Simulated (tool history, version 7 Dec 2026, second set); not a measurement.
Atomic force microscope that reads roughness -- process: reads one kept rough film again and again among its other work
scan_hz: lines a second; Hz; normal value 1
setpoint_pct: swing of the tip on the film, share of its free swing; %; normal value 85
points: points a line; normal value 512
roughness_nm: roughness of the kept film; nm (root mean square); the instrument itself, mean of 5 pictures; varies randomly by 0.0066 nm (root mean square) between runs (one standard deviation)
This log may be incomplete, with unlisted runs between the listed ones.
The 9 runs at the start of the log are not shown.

run 10 day=3.683 | scan_hz=1 setpoint_pct=85 points=512 | roughness_nm=1.156
run 11 day=4.138 | scan_hz=1 setpoint_pct=85 points=512 | roughness_nm=1.141
run 12 day=4.621 | scan_hz=1 setpoint_pct=85 points=512 | roughness_nm=1.135
run 13 day=4.967 | scan_hz=1 setpoint_pct=85 points=512 | roughness_nm=1.14
run 14 day=5.283 | scan_hz=1 setpoint_pct=85 points=512 | roughness_nm=1.13
run 15 day=5.662 | scan_hz=1.13 setpoint_pct=85 points=512 | roughness_nm=1.112
run 16 day=6.15 | scan_hz=3.23 setpoint_pct=85 points=512 | roughness_nm=0.888
-- day=6.396 new tip fitted
run 17 day=6.492 | scan_hz=3.23 setpoint_pct=85 points=512 | roughness_nm=1.031
run 18 day=6.979 | scan_hz=3.23 setpoint_pct=85 points=512 | roughness_nm=1.024
run 19 day=7.471 | scan_hz=1 setpoint_pct=85 points=512 | roughness_nm=1.273
run 20 day=7.929 | scan_hz=1 setpoint_pct=66 points=711 | roughness_nm=1.388
run 21 day=8.342 | scan_hz=1 setpoint_pct=66 points=711 | roughness_nm=1.372
run 22 day=8.825 | scan_hz=0.97 setpoint_pct=85 points=512 | roughness_nm=1.247
run 23 day=9.192 | scan_hz=0.97 setpoint_pct=85 points=512 | roughness_nm=1.244
run 24 day=9.667 | scan_hz=3.9 setpoint_pct=90 points=715 | roughness_nm=0.861
run 25 day=10.175 | scan_hz=3.9 setpoint_pct=64 points=715 | roughness_nm=1.202
run 26 day=10.467 | scan_hz=3.9 setpoint_pct=64 points=715 | roughness_nm=1.183
run 27 day=10.833 | scan_hz=3.9 setpoint_pct=64 points=715 | roughness_nm=1.184
run 28 day=11.208 | scan_hz=1.02 setpoint_pct=58 points=512 | roughness_nm=1.323
run 29 day=11.696 | scan_hz=0.5 setpoint_pct=78 points=914 | roughness_nm=1.305
run 30 day=12.146 | scan_hz=2.17 setpoint_pct=85 points=512 | roughness_nm=1.056

Estimate the outcome of run 31 from the log above:
run 31 day=12.662 | scan_hz=2.17 setpoint_pct=85 points=512 | roughness_nm=?

{"run 31": {"roughness_nm": 1.04}}
Were there no unlogged condition in the tool, this run, its random variation unchanged, would have produced roughness_nm 1.146 nm (root mean square).
